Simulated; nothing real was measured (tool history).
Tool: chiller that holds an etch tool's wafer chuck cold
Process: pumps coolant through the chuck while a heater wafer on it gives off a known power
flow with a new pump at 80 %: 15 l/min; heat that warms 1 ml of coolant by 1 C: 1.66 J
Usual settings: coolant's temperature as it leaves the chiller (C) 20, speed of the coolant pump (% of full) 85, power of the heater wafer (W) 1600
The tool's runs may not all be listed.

| run | day | coolant's temperature as it leaves the chiller (C) | speed of the coolant pump (% of full) | power of the heater wafer (W) | chuck's temperature once it has settled (C) | how much warmer the coolant comes back (C) |
|---|---|---|---|---|---|---|
| 1 | 0 | 20 | 85 | 1600 | 31.8 | 3.68 |
| 2 | 2.888 | 20 | 85 | 843 | 26 | 1.91 |
| 3 | 5.058 | 20 | 61 | 843 | 28.6 | 2.78 |
| 4 | 7.3 | 20 | 61 | 843 | 28.4 | 2.77 |
| 5 | 10.779 | 29 | 85 | 1600 | 40.9 | 3.67 |
| 6 | 14.158 | 29 | 85 | 1600 | 40.9 | 3.64 |
| 7 | 15.646 | 29 | 85 | 1600 | 41.2 | 3.57 |
| 8 | 18.646 | 29 | 85 | 1600 | 41.1 | 3.59 |
| 9 | 20.742 | 20 | 85 | 1600 | 32.1 | 3.62 |
| 10 | 22.879 | 20 | 85 | 1600 | 32.2 | 3.62 |
| 11 | 25.625 | 13 | 85 | 1600 | 25.3 | 3.76 |
| 12 | 29.046 | 13 | 85 | 1600 | 25.1 | 3.66 |
| 13 | 31.612 | 18 | 85 | 1600 | 30.2 | 3.67 |
| 14 | 33.646 | 18 | 85 | 1600 | 30.2 | 3.67 |
| 15 | 35.717 | 18 | 85 | 1600 | 30.2 | 3.66 |
| 16 | 37.596 | 20 | 85 | 1600 | 32.2 | 3.64 |
| 17 | 39.783 | 23 | 85 | 818 | 29.3 | 1.86 |
| 18 | 42.275 | 28 | 84 | 2154 | 44.7 | 5.02 |
| 19 | 43.788 | 10 | 72 | 1600 | 24.5 | 4.42 |
| 20 | 47.1 | 10 | 72 | 1600 | 24.5 | 4.4 |
| 21 | 50.538 | 14 | 96 | 1600 | 24.9 | 3.25 |
| 22 | 52.3 | 14 | 96 | 1600 | 24.9 | 3.24 |
| 23 | 54.617 | 14 | 96 | 1600 | 25 | 3.23 |
| 24 | 57.796 | 11 | 96 | 1301 | 20 | 2.63 |
| 25 | 59.558 | 11 | 60 | 1730 | 29.7 | 5.83 |
| 26 | 62.212 | 11 | 93 | 2098 | 25.8 | 4.42 |
| 27 | 64.383 | 11 | 93 | 2098 | 26 | 4.44 |
| 28 | 66.254 | 18 | 85 | 891 | 25 | 2.03 |
| 29 | 68.029 | 18 | 73 | 891 | 26 | 2.43 |
| 30 | 70.338 | 29 | 85 | 1378 | 39.9 | 3.2 |
| 31 | 72.783 | 13 | 69 | 1592 | 28.3 | 4.61 |
| 32 | 75.283 | 22 | 87 | 1108 | 30.4 | 2.58 |

3 ways to go on from here, each from the tool as it stands after run 32. What would each give?
| A | 78.708 | 12 | 88 | 1108 | ? | ? |
| B | 78.708 | 21 | 85 | 1600 | ? | ? |
| C | 78.708 | 22 | 87 | 957 | ? | ? |

| run | chuck's temperature once it has settled (C) | how much warmer the coolant comes back (C) |
|---|---|---|
| A | 20.3 | 2.51 |
| B | 33.5 | 3.74 |
| C | 29.2 | 2.18 |
Without the tool's hidden state the same runs would have given:
| run | chuck's temperature once it has settled (C) | how much warmer the coolant comes back (C) |
|---|---|---|
| A | 19.4 | 2.44 |
| B | 32.1 | 3.63 |
| C | 28.4 | 2.11 |
